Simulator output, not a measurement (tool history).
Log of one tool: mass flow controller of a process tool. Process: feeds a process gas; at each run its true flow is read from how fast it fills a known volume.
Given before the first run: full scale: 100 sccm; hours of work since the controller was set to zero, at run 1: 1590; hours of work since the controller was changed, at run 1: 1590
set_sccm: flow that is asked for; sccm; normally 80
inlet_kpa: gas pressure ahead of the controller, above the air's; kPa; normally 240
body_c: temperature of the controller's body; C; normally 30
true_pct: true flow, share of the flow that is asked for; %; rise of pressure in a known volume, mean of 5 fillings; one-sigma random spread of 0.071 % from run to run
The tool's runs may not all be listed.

run,hour,set_sccm,inlet_kpa,body_c,hours of work since the controller was set to zero,hours of work since the controller was changed,true_pct
1,0.0,80,240,30,1590,1590,100.60
2,111.5,80,146,30,1654,1654,100.89
3,305.1,80,146,30,1765,1765,100.94
4,547.8,16,146,30,1904,1904,99.10
5,677.9,80,240,30,1978,1978,100.77
6,848.3,80,240,30,2076,2076,100.93
7,1072.6,80,191,30,2204,2204,101.09
8,1253.1,80,191,30,2308,2308,101.05
9,1482.8,80,241,30,2439,2439,101.14
10,1720.8,80,240,30,2575,2575,100.96
11,1960.7,80,240,29,2713,2713,101.04
12,2184.9,80,240,29,2841,2841,101.00
13,2333.0,80,155,30,2926,2926,101.34
14,2441.3,92,155,28,2988,2988,101.52
15,2682.7,89,272,23,3126,3126,100.95
16,2885.5,10,188,23,3242,3242,96.11
17,3031.3,42,151,35,3326,3326,100.89
18,3235.3,42,151,35,3442,3442,100.89
19,3464.4,13,185,32,3574,3574,97.31
20,3673.0,13,185,32,3693,3693,97.35
21,3807.6,15,180,27,3770,3770,97.71
22,4003.7,84,266,22,3882,3882,101.30
23,4206.2,21,279,21,3998,3998,98.46
24,4312.1,13,279,21,4059,4059,96.49
25,4559.6,13,279,21,4201,4201,96.24

Predict each of these 5 candidate next runs independently; none follows another, all start after run 25:
A,4673.6,35,279,29,4266,4266,?
B,4673.6,71,173,30,4266,4266,?
C,4673.6,11,240,31,4266,4266,?
D,4673.6,80,225,30,4266,4266,?
E,4673.6,80,217,30,4266,4266,?

run,true_pct
A,99.98
B,101.58
C,95.71
D,101.64
E,101.69
Without the tool's unlogged condition, the same runs would have read:
run,true_pct
A,99.49
B,100.03
C,99.74
D,99.97
E,100.03

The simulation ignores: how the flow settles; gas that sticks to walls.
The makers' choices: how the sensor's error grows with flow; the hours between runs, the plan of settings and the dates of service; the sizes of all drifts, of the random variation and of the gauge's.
